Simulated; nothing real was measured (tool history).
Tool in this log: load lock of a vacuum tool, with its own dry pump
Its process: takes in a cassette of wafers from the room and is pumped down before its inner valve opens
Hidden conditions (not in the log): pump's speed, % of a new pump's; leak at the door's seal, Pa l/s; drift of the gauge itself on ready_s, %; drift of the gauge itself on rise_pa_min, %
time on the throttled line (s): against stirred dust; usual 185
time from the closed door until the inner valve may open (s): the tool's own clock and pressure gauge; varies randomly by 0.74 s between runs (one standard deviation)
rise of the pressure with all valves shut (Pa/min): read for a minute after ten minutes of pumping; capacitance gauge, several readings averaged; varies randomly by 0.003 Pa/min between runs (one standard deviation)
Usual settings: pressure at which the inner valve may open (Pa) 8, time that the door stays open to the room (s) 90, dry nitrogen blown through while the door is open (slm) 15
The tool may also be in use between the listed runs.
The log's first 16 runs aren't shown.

run,hour,time on the throttled line (s),pressure at which the inner valve may open (Pa),time that the door stays open to the room (s),dry nitrogen blown through while the door is open (slm),hours that the pump has run since its overhaul,times that the door has closed on its seal,"incoming humidity of the room's air, %",time from the closed door until the inner valve may open (s),rise of the pressure with all valves shut (Pa/min)
17,4611.9,185,8,215,42,16521,45894,43.4,248.6,0.031
18,4895.4,185,8,215,42,16805,46573,43.7,248,0.021
19,5287.6,185,8,90,6,17197,47513,46.3,248.5,0.046
# hour 5323.1: dry pump taken out, an overhauled one fitted
20,5652.5,185,8,90,6,329,48373,43.9,248.7,0.04
21,5965.8,216,11,37,4,643,49124,44.1,275.1,0.031
22,6233.6,216,7,37,5,911,49766,45.3,278.3,0.027
23,6553.9,185,8,170,15,1231,50534,46.1,248,0.051
24,6864.5,185,8,170,15,1541,51278,45.7,249,0.046
25,7037.1,185,8,170,15,1714,51691,41.2,249.4,0.046
26,7409.1,185,7,90,15,2086,52583,46.2,250.5,0.025
27,7795.8,185,7,90,15,2473,53510,41.9,250.2,0.035
28,8103.4,178,8,197,30,2780,54247,48.8,241.9,0.035
29,8447.8,185,11,30,15,3125,55072,46,245.4,0.012
30,8778.1,185,11,30,15,3455,55864,44.4,245.8,0.011
31,9127,156,11,30,13,3804,56700,44.8,219.9,0.014
32,9311.8,156,11,30,13,3989,57143,43.9,218.6,0.014
33,9711,256,11,30,13,4388,58099,44.8,310.8,0.02
34,10052.5,256,11,30,13,4729,58918,43.7,311,0.013

Expected results for the next run?
35,10334.8,289,8,90,8,5012,59594,47.5,?,?

time from the closed door until the inner valve may open (s): 345.7
rise of the pressure with all valves shut (Pa/min): 0.044
On a tool with no hidden condition, and with the same random variation, this run would have come out at time from the closed door until the inner valve may open (s) 345.7, rise of the pressure with all valves shut (Pa/min) 0.042.
